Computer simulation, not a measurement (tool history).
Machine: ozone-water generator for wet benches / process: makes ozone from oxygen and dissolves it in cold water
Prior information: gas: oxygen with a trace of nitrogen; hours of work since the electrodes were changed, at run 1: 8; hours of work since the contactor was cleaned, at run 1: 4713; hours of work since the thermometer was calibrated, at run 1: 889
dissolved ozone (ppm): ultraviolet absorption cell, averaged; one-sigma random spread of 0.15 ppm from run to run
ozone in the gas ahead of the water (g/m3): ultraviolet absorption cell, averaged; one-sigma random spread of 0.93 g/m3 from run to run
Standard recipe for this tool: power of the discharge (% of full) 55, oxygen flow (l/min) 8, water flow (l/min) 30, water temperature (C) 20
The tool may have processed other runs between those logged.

run	day	power of the discharge (% of full)	oxygen flow (l/min)	water flow (l/min)	water temperature (C)	hours of work since the electrodes were changed	hours of work since the contactor was cleaned	hours of work since the thermometer was calibrated	dissolved ozone (ppm)	ozone in the gas ahead of the water (g/m3)
1	0	55	8	30	20	8	4713	889	17.4	159.3
2	1.054	55	8	30	20	26	4730	906	17.5	156.6
3	2.754	55	8	30	20	53	4758	934	17.4	158.5
4	4.362	55	8	30	20	79	4784	960	17.4	158.9
5	5.992	55	8	30	20	106	4810	987	17.6	158.2
6	7.4	55	8	30	22	129	4833	1010	16.7	156.4
7	8.896	55	8	30	22	153	4857	1034	17	157.5
8	10.296	55	8	35	22	176	4880	1057	15.3	156.6
9	12.221	55	8	35	22	207	4911	1088	15.2	156.9
10	13.2	55	8	35	22	223	4927	1104	15.3	156.1
11	14.412	55	8	30	20	243	4947	1124	17.2	158.8
12	16.146	55	8	30	20	271	4975	1152	17.2	156.6
# day 16.721: contactor cleaned
13	17.971	55	8	30	20	298	20	1179	17.2	156.2
14	19.45	55	8	30	20	322	44	1203	17.1	156.9
15	21.204	55	8	30	20	351	73	1231	17	156.8
16	23.329	55	8	30	20	385	107	1266	17.1	157.1
# day 24.85: contactor cleaned, once more
17	25.225	55	8	30	20	413	6	1294	17.6	154.2
18	27.283	44	6.31	20	20	447	40	1328	19.3	150.1
19	29.158	55	8	30	26	477	70	1358	16	156.5
20	31.208	55	8	30	26	511	103	1391	15.9	155.3
21	32.888	55	8	30	26	538	131	1419	16.3	155.7
22	33.842	52	4.71	30	16	553	146	1434	17.8	203.1
23	35.204	55	6.33	27	12	576	168	1456	21.6	178.7
24	37.242	55	6.33	25	12	609	201	1490	22.4	178.5
25	38.383	44	8.75	21	12	627	220	1508	20.6	123
26	39.475	44	8.75	21	12	645	238	1526	20.9	122.9
27	41.108	44	8.75	21	12	672	264	1552	20.9	122.4
28	42.017	44	8.75	21	12	686	279	1567	20.6	123.5
29	43.125	44	8.75	21	12	704	297	1585	20.4	122.4
30	44.95	99	8	24	20	734	327	1615	32.6	250.1
31	46.525	99	8	24	20	760	352	1640	33	248.9
32	48.779	44	11.04	43	12	796	389	1677	12.8	107.3

Here are 3 independent what-if runs from the current tool condition. What would each one return?
A	50.375	70	11.04	22	12	822	415	1703	?	?
B	50.375	44	8	24	18	822	415	1703	?	?
C	50.375	44	13.67	43	20	822	415	1703	?	?

run	dissolved ozone (ppm)	ozone in the gas ahead of the water (g/m3)
A	29.1	157.4
B	17.5	131
C	11.2	94.8
With no hidden state in the tool, these same runs would have given:
run	dissolved ozone (ppm)	ozone in the gas ahead of the water (g/m3)
A	29.6	159.6
B	17.7	132.2
C	11.3	95.6
